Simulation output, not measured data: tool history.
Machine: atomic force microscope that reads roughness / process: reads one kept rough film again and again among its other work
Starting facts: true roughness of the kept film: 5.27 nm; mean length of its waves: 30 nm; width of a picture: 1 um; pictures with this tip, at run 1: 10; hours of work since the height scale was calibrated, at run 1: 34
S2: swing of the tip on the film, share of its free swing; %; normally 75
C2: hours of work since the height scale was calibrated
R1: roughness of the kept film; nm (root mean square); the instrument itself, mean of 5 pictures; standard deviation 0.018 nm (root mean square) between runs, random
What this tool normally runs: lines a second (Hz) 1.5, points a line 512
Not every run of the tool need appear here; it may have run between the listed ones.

{"run": 1, "hour": 0.0, "lines a second (Hz)": 1.5, "S2": 75, "points a line": 512, "pictures with this tip": 10, "C2": 34, "R1": 4.439}
{"run": 2, "hour": 27.7, "lines a second (Hz)": 1.5, "S2": 75, "points a line": 512, "pictures with this tip": 56, "C2": 48, "R1": 4.341}
{"run": 3, "hour": 41.3, "lines a second (Hz)": 1.5, "S2": 63, "points a line": 512, "pictures with this tip": 78, "C2": 55, "R1": 4.371}
{"run": 4, "hour": 56.6, "lines a second (Hz)": 1.5, "S2": 63, "points a line": 512, "pictures with this tip": 104, "C2": 63, "R1": 4.344}
{"run": 5, "hour": 78.1, "lines a second (Hz)": 1.5, "S2": 63, "points a line": 512, "pictures with this tip": 139, "C2": 74, "R1": 4.253}
{"run": 6, "hour": 102.8, "lines a second (Hz)": 1.5, "S2": 75, "points a line": 512, "pictures with this tip": 180, "C2": 87, "R1": 4.036}
{"run": 7, "hour": 120.4, "lines a second (Hz)": 1.5, "S2": 75, "points a line": 512, "pictures with this tip": 209, "C2": 96, "R1": 3.969}
{"run": 8, "hour": 140.8, "lines a second (Hz)": 1.5, "S2": 75, "points a line": 512, "pictures with this tip": 242, "C2": 106, "R1": 3.925}
{"run": 9, "hour": 168.3, "lines a second (Hz)": 1.5, "S2": 75, "points a line": 512, "pictures with this tip": 288, "C2": 120, "R1": 3.819}
{"run": 10, "hour": 183.6, "lines a second (Hz)": 1.5, "S2": 75, "points a line": 512, "pictures with this tip": 313, "C2": 128, "R1": 3.768}
{"hour": 207.5, "done": "new tip fitted"}
{"run": 11, "hour": 212.1, "lines a second (Hz)": 1.5, "S2": 75, "points a line": 512, "pictures with this tip": 8, "C2": 143, "R1": 4.385}
{"run": 12, "hour": 229.9, "lines a second (Hz)": 1.5, "S2": 75, "points a line": 512, "pictures with this tip": 37, "C2": 152, "R1": 4.319}
{"run": 13, "hour": 242.0, "lines a second (Hz)": 0.64, "S2": 81, "points a line": 292, "pictures with this tip": 57, "C2": 158, "R1": 4.342}
{"run": 14, "hour": 269.4, "lines a second (Hz)": 0.64, "S2": 81, "points a line": 292, "pictures with this tip": 102, "C2": 172, "R1": 4.263}
{"run": 15, "hour": 291.0, "lines a second (Hz)": 1.33, "S2": 67, "points a line": 372, "pictures with this tip": 138, "C2": 184, "R1": 4.195}
{"run": 16, "hour": 313.7, "lines a second (Hz)": 1.41, "S2": 58, "points a line": 799, "pictures with this tip": 175, "C2": 195, "R1": 4.151}
{"run": 17, "hour": 339.1, "lines a second (Hz)": 2.64, "S2": 58, "points a line": 702, "pictures with this tip": 217, "C2": 208, "R1": 4.001}
{"run": 18, "hour": 363.0, "lines a second (Hz)": 1.5, "S2": 76, "points a line": 512, "pictures with this tip": 257, "C2": 221, "R1": 3.845}
{"run": 19, "hour": 380.5, "lines a second (Hz)": 3.64, "S2": 85, "points a line": 512, "pictures with this tip": 285, "C2": 230, "R1": 3.31}
{"run": 20, "hour": 406.1, "lines a second (Hz)": 1.59, "S2": 81, "points a line": 881, "pictures with this tip": 328, "C2": 243, "R1": 3.649}
{"hour": 421.8, "done": "new tip fitted"}
{"run": 21, "hour": 431.7, "lines a second (Hz)": 3.52, "S2": 78, "points a line": 850, "pictures with this tip": 16, "C2": 256, "R1": 4.083}
{"run": 22, "hour": 454.0, "lines a second (Hz)": 3.48, "S2": 75, "points a line": 282, "pictures with this tip": 53, "C2": 267, "R1": 4.025}

Forecast each of these 3 alternatives for the next run:
{"run": "A", "hour": 477.9, "lines a second (Hz)": 0.93, "S2": 75, "points a line": 512, "pictures with this tip": 92, "C2": 280, "R1": "?"}
{"run": "B", "hour": 477.9, "lines a second (Hz)": 0.58, "S2": 77, "points a line": 282, "pictures with this tip": 92, "C2": 280, "R1": "?"}
{"run": "C", "hour": 477.9, "lines a second (Hz)": 1.09, "S2": 85, "points a line": 483, "pictures with this tip": 92, "C2": 280, "R1": "?"}

run=A R1=4.335
run=B R1=4.311
run=C R1=4.218
Without the tool's hidden state the same runs would have given:
run=A R1=4.565
run=B R1=4.539
run=C R1=4.441

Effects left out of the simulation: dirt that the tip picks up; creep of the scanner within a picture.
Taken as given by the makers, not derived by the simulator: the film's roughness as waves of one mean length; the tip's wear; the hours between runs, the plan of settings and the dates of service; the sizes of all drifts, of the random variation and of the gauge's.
